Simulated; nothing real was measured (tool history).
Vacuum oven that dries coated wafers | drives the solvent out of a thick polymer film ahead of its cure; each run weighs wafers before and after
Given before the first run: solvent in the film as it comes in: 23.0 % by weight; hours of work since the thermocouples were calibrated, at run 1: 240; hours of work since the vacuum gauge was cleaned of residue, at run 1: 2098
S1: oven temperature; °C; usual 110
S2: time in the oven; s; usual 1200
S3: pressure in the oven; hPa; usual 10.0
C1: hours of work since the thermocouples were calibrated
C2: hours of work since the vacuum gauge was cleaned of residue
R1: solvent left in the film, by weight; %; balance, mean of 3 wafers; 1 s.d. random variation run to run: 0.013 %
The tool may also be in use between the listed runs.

Run 1, hour 0.0: usual settings; C1 240; C2 2098. Result: R1 2.07 %.
Run 2, hour 60.5: usual settings but S1 120 °C; C1 286; C2 2144. Result: R1 0.68 %.
Run 3, hour 118.6: usual settings; C1 331; C2 2189. Result: R1 2.07 %.
Run 4, hour 169.8: usual settings; C1 370; C2 2228. Result: R1 2.06 %.
Run 5, hour 243.5: usual settings; C1 427; C2 2284. Result: R1 2.07 %.
Run 6, hour 316.1: usual settings; C1 482; C2 2340. Result: R1 2.06 %.
Run 7, hour 382.2: usual settings but S3 6.5 hPa; C1 533; C2 2391. Result: R1 1.89 %.
Run 8, hour 435.6: usual settings but S1 97 °C; C1 574; C2 2432. Result: R1 6.33 %.
Run 9, hour 498.6: usual settings but S1 97 °C; C1 622; C2 2480. Result: R1 6.33 %.
Run 10, hour 549.1: usual settings but S3 27.0 hPa; C1 661; C2 2519. Result: R1 2.97 %.
Run 11, hour 624.3: usual settings but S1 98 °C; C1 719; C2 2576. Result: R1 5.90 %.
Run 12, hour 673.4: usual settings but S1 98 °C; C1 756; C2 2614. Result: R1 5.92 %.
Run 13, hour 745.1: usual settings but S3 7.5 hPa; C1 811; C2 2669. Result: R1 1.93 %.
At hour 756.0: vacuum gauge cleaned of residue and calibrated.
Run 14, hour 779.2: usual settings but S3 7.5 hPa; C1 836; C2 18. Result: R1 1.92 %.
At hour 820.7: oven's thermocouples calibrated.
Run 15, hour 826.5: usual settings but S3 7.5 hPa; C1 4; C2 53. Result: R1 1.93 %.
Run 16, hour 897.9: usual settings but S3 7.5 hPa; C1 59; C2 107. Result: R1 1.93 %.
Run 17, hour 977.9: usual settings but S3 7.5 hPa; C1 121; C2 169. Result: R1 1.92 %.
Run 18, hour 1028.5: usual settings but S3 7.5 hPa; C1 159; C2 207. Result: R1 1.94 %.
Run 19, hour 1075.0: usual settings; C1 195; C2 243. Result: R1 2.04 %.
Run 20, hour 1126.4: usual settings; C1 234; C2 282. Result: R1 2.06 %.
Run 21, hour 1194.6: usual settings; C1 287; C2 335. Result: R1 2.09 %.
Run 22, hour 1265.1: usual settings but S2 600 s; C1 341; C2 389. Result: R1 5.78 %.
Run 23, hour 1298.4: usual settings but S2 600 s; C1 366; C2 414. Result: R1 5.80 %.
Run 24, hour 1344.7: usual settings but S2 600 s; C1 402; C2 450. Result: R1 5.77 %.
Run 25, hour 1395.7: usual settings but S1 106 °C, S3 21.6 hPa; C1 441; C2 489. Result: R1 3.77 %.
Run 26, hour 1458.8: usual settings but S1 118 °C, S2 660 s, S3 38.1 hPa; C1 489; C2 537. Result: R1 3.77 %.
Run 27, hour 1528.7: usual settings but S1 99 °C, S2 720 s, S3 10.1 hPa; C1 543; C2 591. Result: R1 8.87 %.
Run 28, hour 1576.6: usual settings but S1 99 °C, S2 1440 s, S3 8.8 hPa; C1 579; C2 628. Result: R1 4.33 %.
Run 29, hour 1628.0: usual settings but S1 99 °C, S2 900 s, S3 34.3 hPa; C1 619; C2 667. Result: R1 8.82 %.
Run 30, hour 1697.1: usual settings but S1 99 °C, S2 900 s, S3 34.3 hPa; C1 672; C2 720. Result: R1 8.83 %.
Run 31, hour 1734.2: usual settings but S1 119 °C, S2 2040 s, S3 12.3 hPa; C1 700; C2 748. Result: R1 0.57 %.
Run 32, hour 1804.6: usual settings but S1 115 °C, S2 1140 s, S3 20.9 hPa; C1 754; C2 802. Result: R1 1.79 %.
Run 33, hour 1870.6: usual settings but S1 99 °C, S2 720 s; C1 805; C2 853. Result: R1 8.85 %.
Run 34, hour 1917.2: usual settings but S3 34.5 hPa; C1 841; C2 889. Result: R1 3.35 %.
At hour 1953.5: oven's thermocouples calibrated.
Run 35, hour 1965.4: usual settings but S1 96 °C, S3 24.3 hPa; C1 9; C2 924. Result: R1 7.73 %.
Run 36, hour 2037.4: usual settings but S1 96 °C, S3 24.3 hPa; C1 64; C2 979. Result: R1 7.67 %.
Run 37, hour 2101.6: usual settings but S1 101 °C, S2 1140 s, S3 6.5 hPa; C1 114; C2 1029. Result: R1 4.86 %.
Run 38, hour 2169.4: usual settings but S2 660 s, S3 6.6 hPa; C1 166; C2 1081. Result: R1 5.02 %.
Run 39, hour 2249.2: usual settings but S2 660 s, S3 6.6 hPa; C1 227; C2 1142. Result: R1 4.97 %.
Run 40, hour 2326.8: usual settings but S1 112 °C, S2 1620 s, S3 8.4 hPa; C1 286; C2 1201. Result: R1 0.88 %.
Run 41, hour 2402.2: usual settings but S1 95 °C, S2 1140 s, S3 31.7 hPa; C1 344; C2 1259. Result: R1 8.98 %.
Run 42, hour 2445.7: usual settings but S1 124 °C, S3 18.1 hPa; C1 377; C2 1292. Result: R1 0.76 %.
Run 43, hour 2500.3: usual settings but S1 118 °C, S2 900 s, S3 19.3 hPa; C1 419; C2 1334. Result: R1 1.85 %.
Run 44, hour 2547.4: usual settings but S1 98 °C, S2 1440 s, S3 8.7 hPa; C1 455; C2 1370. Result: R1 4.69 %.

Estimate the outcome of run 45 from the log above:
Run 45, hour 2610.7: usual settings but S2 1020 s; C1 504; C2 1419. Result: R1 ?.

Run 45 yielded R1 2.75 %.
Minus the tool's unlogged condition, the same run would have read R1 2.75 %.
